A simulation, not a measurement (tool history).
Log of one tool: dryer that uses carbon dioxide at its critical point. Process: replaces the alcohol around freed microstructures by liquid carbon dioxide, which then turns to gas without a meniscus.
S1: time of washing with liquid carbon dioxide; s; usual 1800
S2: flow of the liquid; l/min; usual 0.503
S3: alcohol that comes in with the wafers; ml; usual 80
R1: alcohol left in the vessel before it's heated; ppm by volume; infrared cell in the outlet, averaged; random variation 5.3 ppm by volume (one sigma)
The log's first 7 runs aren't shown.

{"run": 8, "day": 12.329, "S1": 1800, "S2": 0.503, "S3": 99, "R1": 382}
{"run": 9, "day": 14.596, "S1": 1800, "S2": 0.503, "S3": 99, "R1": 384}
{"day": 15.425, "done": "purifier's bed changed"}
{"run": 10, "day": 16.262, "S1": 1800, "S2": 0.503, "S3": 116, "R1": 247}
{"run": 11, "day": 18.538, "S1": 1800, "S2": 0.503, "S3": 116, "R1": 249}
{"run": 12, "day": 19.804, "S1": 1800, "S2": 0.503, "S3": 116, "R1": 262}
{"run": 13, "day": 21.583, "S1": 1800, "S2": 0.503, "S3": 116, "R1": 270}
{"run": 14, "day": 22.742, "S1": 2520, "S2": 0.503, "S3": 80, "R1": 37}
{"run": 15, "day": 23.825, "S1": 2520, "S2": 0.503, "S3": 80, "R1": 48}
{"run": 16, "day": 25.242, "S1": 2520, "S2": 0.503, "S3": 80, "R1": 49}
{"run": 17, "day": 27.067, "S1": 1800, "S2": 0.503, "S3": 80, "R1": 217}
{"run": 18, "day": 28.054, "S1": 1800, "S2": 0.503, "S3": 80, "R1": 214}
{"day": 29.562, "done": "inlet filter changed"}
{"run": 19, "day": 29.633, "S1": 1800, "S2": 0.503, "S3": 80, "R1": 147}
{"run": 20, "day": 30.854, "S1": 1800, "S2": 0.503, "S3": 80, "R1": 154}
{"run": 21, "day": 32.067, "S1": 1800, "S2": 0.338, "S3": 80, "R1": 894}
{"run": 22, "day": 33.471, "S1": 1800, "S2": 0.338, "S3": 80, "R1": 893}
{"run": 23, "day": 35.067, "S1": 1800, "S2": 0.338, "S3": 80, "R1": 931}
{"run": 24, "day": 36.667, "S1": 1800, "S2": 0.503, "S3": 80, "R1": 173}

The next listed run, before its measurement:
{"run": 25, "day": 37.888, "S1": 1200, "S2": 0.713, "S3": 80, "R1": "?"}

Run 25 gave R1 211 ppm by volume.
Without the tool's hidden state the same run would have given R1 146 ppm by volume.

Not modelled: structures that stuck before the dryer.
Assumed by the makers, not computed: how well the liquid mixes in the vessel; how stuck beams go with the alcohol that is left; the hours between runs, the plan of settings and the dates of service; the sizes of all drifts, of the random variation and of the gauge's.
